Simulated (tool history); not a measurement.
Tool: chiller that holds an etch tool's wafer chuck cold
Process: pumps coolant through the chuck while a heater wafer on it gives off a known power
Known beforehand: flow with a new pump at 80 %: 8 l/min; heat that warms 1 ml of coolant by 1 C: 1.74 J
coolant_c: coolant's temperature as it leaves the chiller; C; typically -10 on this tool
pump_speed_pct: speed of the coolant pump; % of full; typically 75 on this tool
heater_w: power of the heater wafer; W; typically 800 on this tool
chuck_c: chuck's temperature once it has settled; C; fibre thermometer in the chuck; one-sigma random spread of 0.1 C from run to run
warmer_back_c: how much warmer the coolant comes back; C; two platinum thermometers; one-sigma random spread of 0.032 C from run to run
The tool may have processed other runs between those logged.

run 1 hour=0.0 | coolant_c=-10 pump_speed_pct=75 heater_w=800 | chuck_c=1.3 warmer_back_c=3.77
run 2 hour=31.7 | coolant_c=-10 pump_speed_pct=75 heater_w=814 | chuck_c=1.4 warmer_back_c=3.80
run 3 hour=55.7 | coolant_c=-10 pump_speed_pct=75 heater_w=814 | chuck_c=1.3 warmer_back_c=3.76
run 4 hour=77.0 | coolant_c=-10 pump_speed_pct=75 heater_w=800 | chuck_c=1.3 warmer_back_c=3.78
run 5 hour=98.8 | coolant_c=-10 pump_speed_pct=64 heater_w=800 | chuck_c=2.5 warmer_back_c=4.37
run 6 hour=118.2 | coolant_c=-12 pump_speed_pct=75 heater_w=800 | chuck_c=-0.6 warmer_back_c=3.81
run 7 hour=149.7 | coolant_c=-10 pump_speed_pct=75 heater_w=800 | chuck_c=1.0 warmer_back_c=3.73
run 8 hour=165.1 | coolant_c=-10 pump_speed_pct=75 heater_w=423 | chuck_c=-4.1 warmer_back_c=1.95
run 9 hour=186.0 | coolant_c=-10 pump_speed_pct=67 heater_w=423 | chuck_c=-3.4 warmer_back_c=2.23
run 10 hour=201.2 | coolant_c=-10 pump_speed_pct=67 heater_w=423 | chuck_c=-3.6 warmer_back_c=2.26
run 11 hour=230.7 | coolant_c=-10 pump_speed_pct=63 heater_w=975 | chuck_c=5.3 warmer_back_c=5.52
run 12 hour=257.0 | coolant_c=-2 pump_speed_pct=69 heater_w=1103 | chuck_c=14.4 warmer_back_c=5.65
run 13 hour=279.0 | coolant_c=-3 pump_speed_pct=77 heater_w=800 | chuck_c=8.0 warmer_back_c=3.69
run 14 hour=314.5 | coolant_c=-3 pump_speed_pct=77 heater_w=800 | chuck_c=8.1 warmer_back_c=3.67
run 15 hour=342.5 | coolant_c=-17 pump_speed_pct=90 heater_w=800 | chuck_c=-7.0 warmer_back_c=3.08
run 16 hour=361.7 | coolant_c=-11 pump_speed_pct=76 heater_w=479 | chuck_c=-4.2 warmer_back_c=2.24
run 17 hour=381.6 | coolant_c=-11 pump_speed_pct=76 heater_w=479 | chuck_c=-4.1 warmer_back_c=2.27

Consider 3 possible next runs. They are alternatives, not a sequence: every one starts from the tool as it was left by run 17. What does each give?
run A hour=410.5 | coolant_c=-10 pump_speed_pct=74 heater_w=891 | chuck_c=? warmer_back_c=?
run B hour=410.5 | coolant_c=-10 pump_speed_pct=75 heater_w=800 | chuck_c=? warmer_back_c=?
run C hour=410.5 | coolant_c=-10 pump_speed_pct=75 heater_w=786 | chuck_c=? warmer_back_c=?

run=A chuck_c=2.5 warmer_back_c=4.34
run=B chuck_c=1.4 warmer_back_c=3.78
run=C chuck_c=1.2 warmer_back_c=3.75
Without the tool's hidden state the same runs would have given:
run=A chuck_c=1.7 warmer_back_c=4.25
run=B chuck_c=0.7 warmer_back_c=3.70
run=C chuck_c=0.5 warmer_back_c=3.67

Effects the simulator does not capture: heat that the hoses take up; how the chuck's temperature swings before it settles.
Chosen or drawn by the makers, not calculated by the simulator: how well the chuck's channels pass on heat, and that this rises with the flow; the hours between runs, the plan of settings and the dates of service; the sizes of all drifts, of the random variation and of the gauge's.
